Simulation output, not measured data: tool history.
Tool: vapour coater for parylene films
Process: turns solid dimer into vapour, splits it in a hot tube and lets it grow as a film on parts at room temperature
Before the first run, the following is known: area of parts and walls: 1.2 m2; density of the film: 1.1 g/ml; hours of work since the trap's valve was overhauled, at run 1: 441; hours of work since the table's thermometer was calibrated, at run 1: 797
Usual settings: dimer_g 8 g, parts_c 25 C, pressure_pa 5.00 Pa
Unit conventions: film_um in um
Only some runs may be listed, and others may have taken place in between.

run   hour  dimer_g  parts_c  pressure_pa  hours of work since the trap's valve was overhauled  hours of work since the table's thermometer was calibrated  film_um
  1    0.0        8       25         5.00                                                  441                                                         797     4.05
  2   34.8        8       25         5.00                                                  466                                                         822     4.03
  3   68.2        8       25         5.00                                                  491                                                         846     4.03
  4   96.9        8       25         6.62                                                  511                                                         867     3.79
     116.7  -- trap's valve overhauled
  5  132.0        8       25         6.62                                                   11                                                         890     3.82
  6  159.5        8       25         6.62                                                   31                                                         910     3.79
  7  178.1        8       25         5.00                                                   45                                                         924     4.03
  8  213.4        8       25         5.00                                                   71                                                         949     4.02
  9  231.0        8       23         5.00                                                   83                                                         962     4.24
 10  268.0        8       23         5.00                                                  110                                                         989     4.19
 11  295.1        8       23         5.00                                                  130                                                        1009     4.16
 12  326.0       12       24         3.96                                                  153                                                        1031     6.40
 13  341.4       12       24         3.96                                                  164                                                        1043     6.38
 14  372.7       12       24         3.96                                                  187                                                        1066     6.38
     392.5  -- gauge calibrated
 15  392.5       12       24         3.96                                                  201                                                        1080     6.56
 16  429.6        8       26         5.00                                                  228                                                        1107     3.94
 17  456.4        8       25         5.70                                                  248                                                        1127     3.96

Forecast each of these 5 alternatives for the next run:
  A  476.9        5       26         3.31                                                  263                                                        1142        ?
  B  476.9        7       25         9.87                                                  263                                                        1142        ?
  C  476.9       13       19         5.33                                                  263                                                        1142        ?
  D  476.9       13       36         5.00                                                  263                                                        1142        ?
  E  476.9        8       25         3.71                                                  263                                                        1142        ?

run  film_um
  A     2.68
  B     3.09
  C     7.51
  D     5.03
  E     4.30
Without the tool's unlogged condition, the same runs would have read:
run  film_um
  A     2.70
  B     3.11
  C     7.57
  D     5.07
  E     4.34
